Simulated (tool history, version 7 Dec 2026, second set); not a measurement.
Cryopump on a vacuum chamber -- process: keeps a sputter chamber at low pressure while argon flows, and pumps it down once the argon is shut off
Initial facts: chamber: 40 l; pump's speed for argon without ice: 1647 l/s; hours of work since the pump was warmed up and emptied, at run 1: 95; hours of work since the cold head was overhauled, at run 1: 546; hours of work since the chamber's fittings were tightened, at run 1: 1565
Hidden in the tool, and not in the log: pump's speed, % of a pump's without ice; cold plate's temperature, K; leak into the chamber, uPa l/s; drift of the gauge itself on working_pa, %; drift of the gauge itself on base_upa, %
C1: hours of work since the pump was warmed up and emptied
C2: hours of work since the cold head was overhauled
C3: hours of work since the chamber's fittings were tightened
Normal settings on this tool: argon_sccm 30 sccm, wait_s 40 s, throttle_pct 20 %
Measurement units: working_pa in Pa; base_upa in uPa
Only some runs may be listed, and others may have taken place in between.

{"run": 1, "hour": 0.0, "argon_sccm": 30, "wait_s": 40, "throttle_pct": 20, "C1": 95, "C2": 546, "C3": 1565, "working_pa": 0.1566, "base_upa": 2.55}
{"run": 2, "hour": 22.8, "argon_sccm": 30, "wait_s": 240, "throttle_pct": 20, "C1": 113, "C2": 565, "C3": 1583, "working_pa": 0.1561, "base_upa": 1.48}
{"run": 3, "hour": 61.8, "argon_sccm": 30, "wait_s": 240, "throttle_pct": 20, "C1": 144, "C2": 596, "C3": 1614, "working_pa": 0.1582, "base_upa": 1.53}
{"run": 4, "hour": 81.3, "argon_sccm": 30, "wait_s": 240, "throttle_pct": 20, "C1": 160, "C2": 612, "C3": 1630, "working_pa": 0.1595, "base_upa": 1.56}
{"run": 5, "hour": 103.5, "argon_sccm": 30, "wait_s": 240, "throttle_pct": 20, "C1": 178, "C2": 630, "C3": 1648, "working_pa": 0.1601, "base_upa": 1.57}
{"run": 6, "hour": 127.6, "argon_sccm": 30, "wait_s": 240, "throttle_pct": 20, "C1": 197, "C2": 649, "C3": 1667, "working_pa": 0.1597, "base_upa": 1.59}
{"run": 7, "hour": 161.3, "argon_sccm": 30, "wait_s": 240, "throttle_pct": 20, "C1": 224, "C2": 676, "C3": 1694, "working_pa": 0.1608, "base_upa": 1.71}
{"run": 8, "hour": 182.8, "argon_sccm": 37, "wait_s": 40, "throttle_pct": 20, "C1": 241, "C2": 693, "C3": 1712, "working_pa": 0.1986, "base_upa": 2.91}
{"run": 9, "hour": 210.9, "argon_sccm": 37, "wait_s": 40, "throttle_pct": 20, "C1": 264, "C2": 716, "C3": 1734, "working_pa": 0.2018, "base_upa": 2.88}
{"run": 10, "hour": 229.4, "argon_sccm": 37, "wait_s": 40, "throttle_pct": 20, "C1": 279, "C2": 731, "C3": 1749, "working_pa": 0.2015, "base_upa": 3.07}
{"run": 11, "hour": 251.6, "argon_sccm": 37, "wait_s": 40, "throttle_pct": 20, "C1": 297, "C2": 749, "C3": 1767, "working_pa": 0.2016, "base_upa": 2.89}
{"hour": 256.4, "done": "leaking fittings of the chamber tightened, without venting"}
{"run": 12, "hour": 290.0, "argon_sccm": 37, "wait_s": 40, "throttle_pct": 20, "C1": 326, "C2": 778, "C3": 27, "working_pa": 0.2041, "base_upa": 1.61}
{"run": 13, "hour": 326.5, "argon_sccm": 37, "wait_s": 40, "throttle_pct": 20, "C1": 355, "C2": 807, "C3": 56, "working_pa": 0.2063, "base_upa": 1.7}
{"run": 14, "hour": 352.4, "argon_sccm": 37, "wait_s": 40, "throttle_pct": 20, "C1": 376, "C2": 828, "C3": 77, "working_pa": 0.2069, "base_upa": 1.73}
{"run": 15, "hour": 371.1, "argon_sccm": 20, "wait_s": 40, "throttle_pct": 20, "C1": 391, "C2": 843, "C3": 92, "working_pa": 0.113, "base_upa": 1.76}
{"hour": 389.5, "done": "pump warmed up, emptied and cooled again"}
{"run": 16, "hour": 416.6, "argon_sccm": 20, "wait_s": 40, "throttle_pct": 20, "C1": 22, "C2": 876, "C3": 125, "working_pa": 0.1024, "base_upa": 1.68}
{"run": 17, "hour": 452.7, "argon_sccm": 16, "wait_s": 229, "throttle_pct": 46, "C1": 51, "C2": 905, "C3": 154, "working_pa": 0.0367, "base_upa": 0.55}
{"run": 18, "hour": 494.9, "argon_sccm": 20, "wait_s": 24, "throttle_pct": 49, "C1": 85, "C2": 939, "C3": 188, "working_pa": 0.0444, "base_upa": 2.62}
{"run": 19, "hour": 531.7, "argon_sccm": 13, "wait_s": 40, "throttle_pct": 40, "C1": 114, "C2": 968, "C3": 217, "working_pa": 0.036, "base_upa": 1.79}
{"run": 20, "hour": 569.5, "argon_sccm": 23, "wait_s": 163, "throttle_pct": 46, "C1": 145, "C2": 999, "C3": 248, "working_pa": 0.0545, "base_upa": 0.73}
{"run": 21, "hour": 591.5, "argon_sccm": 31, "wait_s": 40, "throttle_pct": 20, "C1": 162, "C2": 1017, "C3": 265, "working_pa": 0.1645, "base_upa": 1.79}
{"run": 22, "hour": 622.5, "argon_sccm": 30, "wait_s": 115, "throttle_pct": 17, "C1": 187, "C2": 1041, "C3": 290, "working_pa": 0.1874, "base_upa": 0.93}
{"run": 23, "hour": 659.5, "argon_sccm": 30, "wait_s": 107, "throttle_pct": 20, "C1": 217, "C2": 1071, "C3": 320, "working_pa": 0.1604, "base_upa": 1.0}
{"run": 24, "hour": 680.2, "argon_sccm": 16, "wait_s": 260, "throttle_pct": 58, "C1": 234, "C2": 1088, "C3": 337, "working_pa": 0.0323, "base_upa": 0.7}
{"run": 25, "hour": 704.5, "argon_sccm": 16, "wait_s": 260, "throttle_pct": 58, "C1": 253, "C2": 1107, "C3": 356, "working_pa": 0.0334, "base_upa": 0.72}
{"run": 26, "hour": 739.3, "argon_sccm": 30, "wait_s": 36, "throttle_pct": 55, "C1": 281, "C2": 1135, "C3": 384, "working_pa": 0.0651, "base_upa": 2.16}
{"run": 27, "hour": 772.5, "argon_sccm": 21, "wait_s": 52, "throttle_pct": 28, "C1": 308, "C2": 1162, "C3": 411, "working_pa": 0.0843, "base_upa": 1.69}
{"run": 28, "hour": 797.0, "argon_sccm": 12, "wait_s": 52, "throttle_pct": 28, "C1": 328, "C2": 1182, "C3": 431, "working_pa": 0.0484, "base_upa": 1.59}
{"run": 29, "hour": 818.4, "argon_sccm": 57, "wait_s": 34, "throttle_pct": 34, "C1": 345, "C2": 1199, "C3": 448, "working_pa": 0.1954, "base_upa": 2.4}
{"run": 30, "hour": 861.1, "argon_sccm": 58, "wait_s": 40, "throttle_pct": 34, "C1": 379, "C2": 1233, "C3": 482, "working_pa": 0.2022, "base_upa": 2.08}
{"hour": 896.1, "done": "pump warmed up, emptied and cooled again"}
{"run": 31, "hour": 896.2, "argon_sccm": 13, "wait_s": 40, "throttle_pct": 34, "C1": 0, "C2": 1258, "C3": 506, "working_pa": 0.0386, "base_upa": 1.86}
{"run": 32, "hour": 927.6, "argon_sccm": 13, "wait_s": 20, "throttle_pct": 34, "C1": 25, "C2": 1283, "C3": 532, "working_pa": 0.0403, "base_upa": 3.29}

Below are 5 alternative next runs, each starting from the tool's condition after run 32. Predict each:
{"run": "A", "hour": 961.8, "argon_sccm": 16, "wait_s": 40, "throttle_pct": 20, "C1": 53, "C2": 1310, "C3": 559, "working_pa": "?", "base_upa": "?"}
{"run": "B", "hour": 961.8, "argon_sccm": 27, "wait_s": 107, "throttle_pct": 26, "C1": 53, "C2": 1310, "C3": 559, "working_pa": "?", "base_upa": "?"}
{"run": "C", "hour": 961.8, "argon_sccm": 21, "wait_s": 22, "throttle_pct": 34, "C1": 53, "C2": 1310, "C3": 559, "working_pa": "?", "base_upa": "?"}
{"run": "D", "hour": 961.8, "argon_sccm": 13, "wait_s": 292, "throttle_pct": 34, "C1": 53, "C2": 1310, "C3": 559, "working_pa": "?", "base_upa": "?"}
{"run": "E", "hour": 961.8, "argon_sccm": 37, "wait_s": 196, "throttle_pct": 34, "C1": 53, "C2": 1310, "C3": 559, "working_pa": "?", "base_upa": "?"}

run=A working_pa=0.0841 base_upa=1.97
run=B working_pa=0.1071 base_upa=1.06
run=C working_pa=0.0649 base_upa=3.01
run=D working_pa=0.0401 base_upa=0.81
run=E working_pa=0.1156 base_upa=0.87
The same runs, with their run-to-run variation unchanged, on a tool lacking any hidden condition would have given:
run=A working_pa=0.0828 base_upa=1.59
run=B working_pa=0.1050 base_upa=0.69
run=C working_pa=0.0633 base_upa=2.65
run=D working_pa=0.0391 base_upa=0.43
run=E working_pa=0.1127 base_upa=0.50
